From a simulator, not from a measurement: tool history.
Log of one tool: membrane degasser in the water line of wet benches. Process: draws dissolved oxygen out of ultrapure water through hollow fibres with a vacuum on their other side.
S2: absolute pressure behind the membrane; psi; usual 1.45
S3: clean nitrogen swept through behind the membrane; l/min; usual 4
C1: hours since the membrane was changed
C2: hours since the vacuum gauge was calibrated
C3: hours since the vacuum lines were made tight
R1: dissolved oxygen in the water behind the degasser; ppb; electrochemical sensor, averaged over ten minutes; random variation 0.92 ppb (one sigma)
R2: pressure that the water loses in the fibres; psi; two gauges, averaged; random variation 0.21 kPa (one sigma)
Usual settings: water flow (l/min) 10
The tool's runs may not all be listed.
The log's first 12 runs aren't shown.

Run 13, hour 2079.1: usual settings; C1 4593; C2 5022; C3 738. Result: R1 92 ppb, R2 7.094 psi.
Run 14, hour 2237.3: usual settings but water flow (l/min) 15; C1 4751; C2 5180; C3 896. Result: R1 193.9 ppb, R2 10.723 psi.
Run 15, hour 2409.5: usual settings but water flow (l/min) 15; C1 4924; C2 5352; C3 1068. Result: R1 195.6 ppb, R2 10.77 psi.
Run 16, hour 2567.7: usual settings but water flow (l/min) 8; C1 5082; C2 5510; C3 1226. Result: R1 63 ppb, R2 5.716 psi.
Run 17, hour 2766.4: usual settings but water flow (l/min) 8, S3 4.46 l/min; C1 5280; C2 5709; C3 1425. Result: R1 59.2 ppb, R2 5.696 psi.
Run 18, hour 2878: usual settings but water flow (l/min) 14; C1 5392; C2 5821; C3 1537. Result: R1 172.9 ppb, R2 9.996 psi.
Run 19, hour 3125.4: usual settings but water flow (l/min) 7, S2 1.32 psi; C1 5639; C2 6068; C3 1784. Result: R1 45.8 ppb, R2 4.997 psi.
Run 20, hour 3350: usual settings but water flow (l/min) 7, S2 1.67 psi, S3 11.47 l/min; C1 5864; C2 6293; C3 2009. Result: R1 32.1 ppb, R2 5.007 psi.
At hour 3424.2: vacuum gauge calibrated.
Run 21, hour 3543.1: usual settings but water flow (l/min) 7, S2 1.67 psi, S3 11.47 l/min; C1 6057; C2 119; C3 2201. Result: R1 31.5 ppb, R2 5.044 psi.
Run 22, hour 3737.4: usual settings but water flow (l/min) 13, S3 2.52 l/min; C1 6251; C2 313; C3 2396. Result: R1 187.4 ppb, R2 9.291 psi.
Run 23, hour 3888.4: usual settings but S2 2.36 psi, S3 11 l/min; C1 6402; C2 464; C3 2547. Result: R1 82.7 ppb, R2 7.229 psi.
Run 24, hour 4117.5: usual settings but S2 2.36 psi, S3 11 l/min; C1 6631; C2 693; C3 2776. Result: R1 82.7 ppb, R2 7.187 psi.
Run 25, hour 4357.2: usual settings but S2 2.13 psi; C1 6871; C2 933; C3 3015. Result: R1 126.2 ppb, R2 7.239 psi.
Run 26, hour 4588.3: usual settings but S2 1.93 psi, S3 6.88 l/min; C1 7102; C2 1164; C3 3247. Result: R1 91.2 ppb, R2 7.198 psi.
Run 27, hour 4824.4: usual settings but S2 1.75 psi, S3 2.5 l/min; C1 7338; C2 1400; C3 3483. Result: R1 141.2 ppb, R2 7.216 psi.
Run 28, hour 5005.8: usual settings but water flow (l/min) 7, S2 2.78 psi, S3 6.27 l/min; C1 7519; C2 1582; C3 3664. Result: R1 65.6 ppb, R2 5.053 psi.
Run 29, hour 5203.8: usual settings but water flow (l/min) 7, S2 2.39 psi, S3 6.16 l/min; C1 7717; C2 1780; C3 3862. Result: R1 59.7 ppb, R2 5.001 psi.
Run 30, hour 5354.7: usual settings but water flow (l/min) 7, S2 2.39 psi, S3 6.16 l/min; C1 7868; C2 1931; C3 4013. Result: R1 59.6 ppb, R2 5.095 psi.
Run 31, hour 5581.1: usual settings but water flow (l/min) 7, S2 2.39 psi, S3 6.16 l/min; C1 8095; C2 2157; C3 4239. Result: R1 61.3 ppb, R2 5.086 psi.

Forecast each of these 3 alternatives for the next run:
Run A, hour 5703.7: usual settings but water flow (l/min) 9, S2 1.22 psi, S3 1.67 l/min; C1 8217; C2 2279; C3 4362. Result: R1 ?, R2 ?.
Run B, hour 5703.7: usual settings but water flow (l/min) 12, S2 1.41 psi, S3 2.65 l/min; C1 8217; C2 2279; C3 4362. Result: R1 ?, R2 ?.
Run C, hour 5703.7: usual settings but water flow (l/min) 12, S2 0.9 psi, S3 6.16 l/min; C1 8217; C2 2279; C3 4362. Result: R1 ?, R2 ?.

run     R1     R2
  A  113.5  6.557
  B  159.8  8.743
  C  100.6  8.696
Without the tool's hidden state the same runs would have given:
run     R1     R2
  A  101.7  6.305
  B  142.4  8.408
  C   85.5  8.361
